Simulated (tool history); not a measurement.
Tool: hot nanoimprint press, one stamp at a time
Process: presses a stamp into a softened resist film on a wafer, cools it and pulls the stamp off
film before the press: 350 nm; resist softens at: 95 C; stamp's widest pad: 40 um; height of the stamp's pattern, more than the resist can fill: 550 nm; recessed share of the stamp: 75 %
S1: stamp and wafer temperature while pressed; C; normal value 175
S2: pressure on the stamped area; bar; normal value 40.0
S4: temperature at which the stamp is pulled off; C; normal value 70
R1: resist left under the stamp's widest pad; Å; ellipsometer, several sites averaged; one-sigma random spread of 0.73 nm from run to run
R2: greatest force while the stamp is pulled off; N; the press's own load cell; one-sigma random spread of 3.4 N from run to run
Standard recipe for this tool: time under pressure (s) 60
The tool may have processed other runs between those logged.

Run 1, hour 0.0: usual settings. Result: R1 1330 Å, R2 165 N.
Run 2, hour 10.3: usual settings. Result: R1 1313 Å, R2 169 N.
Run 3, hour 25.9: usual settings. Result: R1 1321 Å, R2 163 N.
At hour 52.0: stamp cleaned and given a new release coat.
Run 4, hour 52.5: usual settings but time under pressure (s) 102. Result: R1 1042 Å, R2 160 N.
Run 5, hour 70.7: usual settings but S1 176 C. Result: R1 1255 Å, R2 159 N.
Run 6, hour 81.1: usual settings. Result: R1 1320 Å, R2 164 N.
Run 7, hour 103.7: usual settings. Result: R1 1298 Å, R2 161 N.
Run 8, hour 120.6: usual settings. Result: R1 1293 Å, R2 163 N.
Run 9, hour 141.7: usual settings but time under pressure (s) 106. Result: R1 1012 Å, R2 167 N.
Run 10, hour 158.4: usual settings but time under pressure (s) 106. Result: R1 1015 Å, R2 169 N.
Run 11, hour 178.1: usual settings but S2 34.9 bar, time under pressure (s) 106. Result: R1 1066 Å, R2 162 N.
Run 12, hour 193.6: usual settings. Result: R1 1273 Å, R2 166 N.
At hour 198.6: gauge calibrated.
Run 13, hour 204.1: usual settings but S2 36.0 bar, time under pressure (s) 103. Result: R1 1089 Å, R2 163 N.
Run 14, hour 217.2: usual settings but S2 54.5 bar, time under pressure (s) 88. Result: R1 967 Å, R2 167 N.
Run 15, hour 229.3: usual settings but S2 49.6 bar, time under pressure (s) 88. Result: R1 1010 Å, R2 164 N.
Run 16, hour 244.4: usual settings but S1 171 C, S2 54.3 bar, time under pressure (s) 41, S4 76 C. Result: R1 1651 Å, R2 135 N.
Run 17, hour 254.3: usual settings but S1 171 C, S2 54.3 bar, time under pressure (s) 41, S4 76 C. Result: R1 1625 Å, R2 134 N.
Run 18, hour 269.8: usual settings but S1 171 C, S2 54.3 bar, time under pressure (s) 41, S4 76 C. Result: R1 1624 Å, R2 138 N.
Run 19, hour 285.0: usual settings but S1 171 C, S2 54.3 bar, time under pressure (s) 31, S4 78 C. Result: R1 1808 Å, R2 127 N.
Run 20, hour 298.9: usual settings but S1 171 C, S2 28.7 bar, time under pressure (s) 31, S4 78 C. Result: R1 2218 Å, R2 129 N.
Run 21, hour 310.8: usual settings but S1 171 C, S2 28.7 bar, time under pressure (s) 31, S4 78 C. Result: R1 2225 Å, R2 133 N.
Run 22, hour 321.9: usual settings but S1 168 C, S2 47.1 bar, time under pressure (s) 74, S4 77 C. Result: R1 1555 Å, R2 133 N.
Run 23, hour 343.7: usual settings but S1 168 C, S2 32.3 bar, time under pressure (s) 74, S4 77 C. Result: R1 1793 Å, R2 134 N.
Run 24, hour 361.7: usual settings but S1 178 C, S2 38.1 bar, time under pressure (s) 78, S4 59 C. Result: R1 1027 Å, R2 232 N.

Consider 4 possible next runs. They are alternatives, not a sequence: every one starts from the tool as it was left by run 24. What does each give?
At hour 383.2: stamp cleaned and given a new release coat.
Run A, hour 383.8: usual settings but time under pressure (s) 96, S4 72 C. Result: R1 ?, R2 ?.
At hour 383.2: stamp cleaned and given a new release coat.
Run B, hour 383.8: usual settings but S1 176 C, time under pressure (s) 41, S4 56 C. Result: R1 ?, R2 ?.
At hour 383.2: stamp cleaned and given a new release coat.
Run C, hour 383.8: usual settings but S1 164 C. Result: R1 ?, R2 ?.
At hour 383.2: stamp cleaned and given a new release coat.
Run D, hour 383.8: usual settings but S1 180 C, time under pressure (s) 59, S4 65 C. Result: R1 ?, R2 ?.

run    R1   R2
  A  1055  153
  B  1448  234
  C  2090  168
  D  1037  194
Without the tool's hidden state the same runs would have given:
run    R1   R2
  A  1078  153
  B  1480  234
  C  2137  167
  D  1060  193
